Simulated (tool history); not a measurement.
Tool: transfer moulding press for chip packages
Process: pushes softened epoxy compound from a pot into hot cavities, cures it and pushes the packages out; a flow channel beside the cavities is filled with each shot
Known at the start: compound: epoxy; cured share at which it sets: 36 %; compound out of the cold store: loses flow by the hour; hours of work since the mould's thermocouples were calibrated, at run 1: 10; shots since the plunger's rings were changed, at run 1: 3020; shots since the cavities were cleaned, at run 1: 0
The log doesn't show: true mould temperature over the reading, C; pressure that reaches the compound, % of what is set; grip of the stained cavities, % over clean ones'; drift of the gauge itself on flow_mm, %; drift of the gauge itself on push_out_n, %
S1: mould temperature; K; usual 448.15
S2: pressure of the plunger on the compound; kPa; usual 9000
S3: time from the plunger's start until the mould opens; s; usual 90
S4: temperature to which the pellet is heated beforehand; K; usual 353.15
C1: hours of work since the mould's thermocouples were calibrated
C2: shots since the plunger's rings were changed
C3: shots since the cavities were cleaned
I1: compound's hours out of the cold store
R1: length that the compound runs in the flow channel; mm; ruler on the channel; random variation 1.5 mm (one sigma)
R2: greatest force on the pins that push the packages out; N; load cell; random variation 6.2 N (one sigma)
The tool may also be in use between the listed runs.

{"run": 1, "hour": 0.0, "S1": 448.15, "S2": 9000, "S3": 90, "S4": 353.15, "C1": 10, "C2": 3020, "C3": 0, "I1": 13.2, "R1": 805, "R2": 240}
{"hour": 8.8, "done": "plunger's sealing rings changed"}
{"run": 2, "hour": 8.8, "S1": 448.15, "S2": 9000, "S3": 90, "S4": 353.15, "C1": 12, "C2": 0, "C3": 52, "I1": 34.1, "R1": 783, "R2": 262}
{"run": 3, "hour": 19.2, "S1": 441.15, "S2": 9000, "S3": 90, "S4": 353.15, "C1": 17, "C2": 85, "C3": 137, "I1": 33.7, "R1": 814, "R2": 445}
{"run": 4, "hour": 27.5, "S1": 441.15, "S2": 9000, "S3": 90, "S4": 354.15, "C1": 20, "C2": 152, "C3": 204, "I1": 43.3, "R1": 798, "R2": 460}
{"run": 5, "hour": 37.4, "S1": 441.15, "S2": 9000, "S3": 90, "S4": 354.15, "C1": 25, "C2": 233, "C3": 285, "I1": 19.1, "R1": 844, "R2": 507}
{"run": 6, "hour": 46.3, "S1": 441.15, "S2": 9000, "S3": 90, "S4": 354.15, "C1": 28, "C2": 305, "C3": 357, "I1": 47.2, "R1": 790, "R2": 492}
{"run": 7, "hour": 55.3, "S1": 448.15, "S2": 9000, "S3": 109, "S4": 353.15, "C1": 32, "C2": 379, "C3": 431, "I1": 11.8, "R1": 823, "R2": 285}
{"run": 8, "hour": 63.0, "S1": 448.15, "S2": 10840, "S3": 90, "S4": 353.15, "C1": 35, "C2": 442, "C3": 494, "I1": 13.7, "R1": 899, "R2": 349}
{"run": 9, "hour": 72.3, "S1": 443.15, "S2": 9000, "S3": 90, "S4": 353.15, "C1": 39, "C2": 518, "C3": 570, "I1": 42.7, "R1": 789, "R2": 490}
{"run": 10, "hour": 77.4, "S1": 443.15, "S2": 9000, "S3": 90, "S4": 353.15, "C1": 42, "C2": 560, "C3": 612, "I1": 9.3, "R1": 852, "R2": 507}
{"run": 11, "hour": 84.4, "S1": 443.15, "S2": 9000, "S3": 90, "S4": 353.15, "C1": 45, "C2": 617, "C3": 669, "I1": 31.9, "R1": 807, "R2": 480}
{"hour": 89.9, "done": "cavities cleaned with cleaning compound and waxed"}
{"run": 12, "hour": 95.5, "S1": 443.15, "S2": 9000, "S3": 90, "S4": 353.15, "C1": 49, "C2": 695, "C3": 45, "I1": 37.5, "R1": 794, "R2": 548}
{"run": 13, "hour": 100.3, "S1": 443.15, "S2": 9000, "S3": 90, "S4": 353.15, "C1": 51, "C2": 735, "C3": 85, "I1": 35.4, "R1": 799, "R2": 537}
{"run": 14, "hour": 111.9, "S1": 448.15, "S2": 7910, "S3": 90, "S4": 353.15, "C1": 55, "C2": 829, "C3": 179, "I1": 23.0, "R1": 750, "R2": 385}
{"run": 15, "hour": 116.7, "S1": 448.15, "S2": 7910, "S3": 90, "S4": 353.15, "C1": 58, "C2": 869, "C3": 219, "I1": 15.6, "R1": 764, "R2": 387}
{"run": 16, "hour": 125.5, "S1": 448.15, "S2": 7910, "S3": 90, "S4": 353.15, "C1": 61, "C2": 940, "C3": 290, "I1": 8.3, "R1": 772, "R2": 385}
{"run": 17, "hour": 135.8, "S1": 448.15, "S2": 7910, "S3": 90, "S4": 353.15, "C1": 66, "C2": 1025, "C3": 375, "I1": 33.9, "R1": 728, "R2": 382}
{"run": 18, "hour": 142.5, "S1": 448.15, "S2": 7910, "S3": 90, "S4": 353.15, "C1": 68, "C2": 1080, "C3": 430, "I1": 31.0, "R1": 734, "R2": 372}
{"hour": 151.7, "done": "cavities cleaned with cleaning compound and waxed, once more"}
{"run": 19, "hour": 155.8, "S1": 454.15, "S2": 8490, "S3": 90, "S4": 344.15, "C1": 73, "C2": 1176, "C3": 33, "I1": 10.7, "R1": 775, "R2": 214}
{"run": 20, "hour": 166.5, "S1": 454.15, "S2": 9250, "S3": 114, "S4": 344.15, "C1": 78, "C2": 1263, "C3": 120, "I1": 26.2, "R1": 777, "R2": 224}
{"run": 21, "hour": 178.0, "S1": 454.15, "S2": 9250, "S3": 114, "S4": 344.15, "C1": 83, "C2": 1357, "C3": 214, "I1": 18.4, "R1": 791, "R2": 253}
{"run": 22, "hour": 184.2, "S1": 454.15, "S2": 10240, "S3": 114, "S4": 346.15, "C1": 85, "C2": 1408, "C3": 265, "I1": 22.6, "R1": 823, "R2": 254}
{"run": 23, "hour": 194.9, "S1": 454.15, "S2": 10240, "S3": 114, "S4": 346.15, "C1": 90, "C2": 1495, "C3": 352, "I1": 37.6, "R1": 796, "R2": 274}
{"run": 24, "hour": 202.9, "S1": 452.15, "S2": 9000, "S3": 96, "S4": 344.15, "C1": 93, "C2": 1561, "C3": 418, "I1": 20.9, "R1": 783, "R2": 285}
{"run": 25, "hour": 212.6, "S1": 452.15, "S2": 9000, "S3": 97, "S4": 356.15, "C1": 97, "C2": 1640, "C3": 497, "I1": 45.6, "R1": 738, "R2": 284}
{"run": 26, "hour": 218.2, "S1": 452.15, "S2": 7020, "S3": 97, "S4": 358.15, "C1": 100, "C2": 1685, "C3": 542, "I1": 44.6, "R1": 652, "R2": 288}
{"run": 27, "hour": 223.7, "S1": 448.15, "S2": 9000, "S3": 90, "S4": 357.15, "C1": 102, "C2": 1730, "C3": 587, "I1": 24.4, "R1": 792, "R2": 344}

Forecast run 28:
{"run": 28, "hour": 230.0, "S1": 448.15, "S2": 9000, "S3": 89, "S4": 349.15, "C1": 105, "C2": 1782, "C3": 639, "I1": 26.8, "R1": "?", "R2": "?"}

{"run 28": {"R1": 785, "R2": 355}}
Without the tool's hidden state the same run would have given R1 795 mm, R2 237 N.
